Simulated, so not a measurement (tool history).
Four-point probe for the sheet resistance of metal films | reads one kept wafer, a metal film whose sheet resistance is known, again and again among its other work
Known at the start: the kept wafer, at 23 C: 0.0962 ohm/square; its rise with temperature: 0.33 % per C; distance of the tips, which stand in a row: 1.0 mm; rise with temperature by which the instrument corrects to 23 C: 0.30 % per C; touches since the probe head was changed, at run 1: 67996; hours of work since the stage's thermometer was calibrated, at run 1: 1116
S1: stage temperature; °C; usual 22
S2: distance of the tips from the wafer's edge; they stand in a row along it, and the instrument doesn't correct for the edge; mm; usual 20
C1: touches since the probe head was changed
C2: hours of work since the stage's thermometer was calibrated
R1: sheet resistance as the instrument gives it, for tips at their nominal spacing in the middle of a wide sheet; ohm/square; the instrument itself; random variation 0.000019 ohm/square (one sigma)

| run | hour | S1 | S2 | C1 | C2 | R1 |
|---|---|---|---|---|---|---|
| 1 | 0.0 | 22 | 20 | 67996 | 1116 | 0.094997 |
| 2 | 79.2 | 22 | 20 | 71334 | 1174 | 0.094963 |
|  | 172.7 | stage's thermometer calibrated |
| 3 | 172.7 | 22 | 20 | 75258 | 0 | 0.094875 |
| 4 | 230.8 | 19 | 20 | 77709 | 43 | 0.094742 |
| 5 | 277.7 | 33 | 20 | 79689 | 77 | 0.095183 |
| 6 | 384.4 | 32 | 20 | 84189 | 156 | 0.095106 |
| 7 | 455.1 | 22 | 31 | 87171 | 208 | 0.094746 |
| 8 | 547.4 | 22 | 31 | 91065 | 276 | 0.094683 |
| 9 | 604.9 | 22 | 31 | 93492 | 318 | 0.094631 |
|  | 625.1 | stage's thermometer calibrated, once more |
| 10 | 693.6 | 22 | 10 | 97212 | 50 | 0.095272 |
| 11 | 765.2 | 22 | 10 | 100232 | 103 | 0.095250 |
| 12 | 813.0 | 22 | 10 | 102246 | 138 | 0.095214 |
| 13 | 879.4 | 22 | 16 | 105048 | 187 | 0.094920 |
| 14 | 939.9 | 22 | 16 | 107602 | 232 | 0.094905 |
| 15 | 992.3 | 22 | 16 | 109809 | 270 | 0.094854 |
| 16 | 1049.5 | 18 | 20 | 112224 | 312 | 0.094623 |
| 17 | 1159.0 | 24 | 8 | 116841 | 393 | 0.095435 |
| 18 | 1210.7 | 18 | 13 | 119023 | 431 | 0.094768 |
| 19 | 1255.0 | 18 | 9 | 120894 | 464 | 0.095053 |
| 20 | 1321.1 | 18 | 9 | 123682 | 512 | 0.095028 |
| 21 | 1422.0 | 20 | 9 | 127934 | 586 | 0.095036 |
| 22 | 1485.4 | 20 | 9 | 130611 | 633 | 0.095043 |
| 23 | 1553.4 | 32 | 8 | 133480 | 683 | 0.095551 |
| 24 | 1617.0 | 32 | 10 | 136162 | 730 | 0.095222 |
| 25 | 1674.8 | 32 | 10 | 138599 | 773 | 0.095194 |

How the hidden state differs across the entries between the runs, from the last listed run before each to the first after it:
Between runs 2 and 3: stage's thermometer calibrated (hour 172.7)
  inner tips' distance over the nominal, %: -1.163 -> -1.189; tips' flats over new ones', %: 47 -> 50; wafer's true temperature over the reading, C: -0.37 -> -0.54
  measured less the result without the state, R1: -0.001327 -> -0.001410 ohm/square
Between runs 9 and 10: stage's thermometer calibrated, once more (hour 625.1)
  inner tips' distance over the nominal, %: -1.319 -> -1.346; tips' flats over new ones', %: 63 -> 65; wafer's true temperature over the reading, C: -0.64 -> -0.03
  measured less the result without the state, R1: -0.001577 -> -0.001414 ohm/square
